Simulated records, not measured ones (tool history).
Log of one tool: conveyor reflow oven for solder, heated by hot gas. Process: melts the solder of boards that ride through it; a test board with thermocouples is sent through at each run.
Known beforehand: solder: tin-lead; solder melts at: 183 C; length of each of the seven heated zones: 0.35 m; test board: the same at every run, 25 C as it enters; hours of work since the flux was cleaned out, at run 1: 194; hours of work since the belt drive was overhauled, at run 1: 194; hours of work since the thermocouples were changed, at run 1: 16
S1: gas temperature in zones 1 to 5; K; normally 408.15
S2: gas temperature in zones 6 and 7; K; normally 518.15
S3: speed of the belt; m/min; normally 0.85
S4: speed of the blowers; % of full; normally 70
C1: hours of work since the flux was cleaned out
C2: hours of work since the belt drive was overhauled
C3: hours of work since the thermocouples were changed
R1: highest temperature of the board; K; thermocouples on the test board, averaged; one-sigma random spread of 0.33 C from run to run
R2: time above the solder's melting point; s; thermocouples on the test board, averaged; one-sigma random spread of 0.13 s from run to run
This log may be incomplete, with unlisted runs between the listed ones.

run	hour	S1	S2	S3	S4	C1	C2	C3	R1	R2
1	0	408.15	518.15	0.85	70	194	194	16	496.75	38.8
2	10.5	408.15	518.15	0.85	52	201	201	24	491.95	36.3
3	20.5	408.15	518.15	0.85	70	209	209	31	496.75	38.8
4	33.5	408.15	518.15	0.85	70	218	218	40	496.15	38.6
5	43.6	408.15	518.15	0.85	70	225	225	48	496.35	38.8
6	56	408.15	518.15	0.85	70	234	234	57	496.25	38.9
7	68.9	408.15	518.15	0.85	70	244	244	66	495.85	38.9
8	76.9	408.15	521.15	0.85	70	249	249	72	498.35	39.6
9	87.9	408.15	521.15	0.85	70	257	257	80	498.55	39.8
10	94.2	408.15	521.15	0.85	70	262	262	84	498.45	39.7
11	104.5	408.15	532.15	0.85	70	269	269	92	507.25	43.2
12	113.6	408.15	532.15	1.013	70	276	276	98	499.45	33.4
13	119	408.15	518.15	0.85	65	280	280	102	494.35	38
14	128.2	408.15	518.15	0.85	70	286	286	109	495.65	38.5
15	139.6	408.15	531.15	0.85	70	295	295	117	506.45	43.2
16	150.9	408.15	531.15	0.85	70	303	303	125	506.65	42.8
17	157.6	421.15	531.15	0.767	70	308	308	130	512.75	52.9
18	167.2	395.15	521.15	0.785	52	315	315	137	493.75	37.9
19	172.9	409.15	514.15	0.772	59	319	319	141	493.25	41.5
20	180.1	396.15	528.15	0.772	59	324	324	146	502.85	43.1
21	190.5	419.15	532.15	0.85	70	331	331	154	509.35	46.5
22	195.9	408.15	518.15	0.985	66	335	335	158	488.65	29.4
23	203.6	415.15	512.15	0.985	66	341	341	163	485.35	29.3
24	211.8	415.15	512.15	0.985	66	347	347	169	484.95	29.3
25	220.4	415.15	512.15	0.985	66	353	353	175	484.75	29.4
26	231.1	415.15	512.15	0.985	66	361	361	183	485.55	29.3
27	239.6	404.15	514.15	0.878	87	367	367	189	493.15	35.5
28	250.4	394.15	518.15	0.763	70	375	375	197	497.15	40.7
29	260.9	394.15	518.15	0.763	70	382	382	205	496.35	40.8
30	267.8	394.15	518.15	0.763	60	387	387	210	494.15	39.4
31	275.2	394.15	518.15	0.763	60	393	393	215	494.45	39

3 options for the next run, each taken on its own from the tool as it stands now. Forecast them:
A	283.9	394.15	533.15	0.901	60	399	399	221	?	?
B	283.9	408.15	525.15	0.835	70	399	399	221	?	?
C	283.9	394.15	518.15	0.727	60	399	399	221	?	?

run	R1	R2
A	498.75	34.7
B	501.35	41.8
C	495.35	42.4
Without the tool's hidden state the same runs would have given:
run	R1	R2
A	502.55	36.1
B	504.65	42.9
C	498.25	43.8
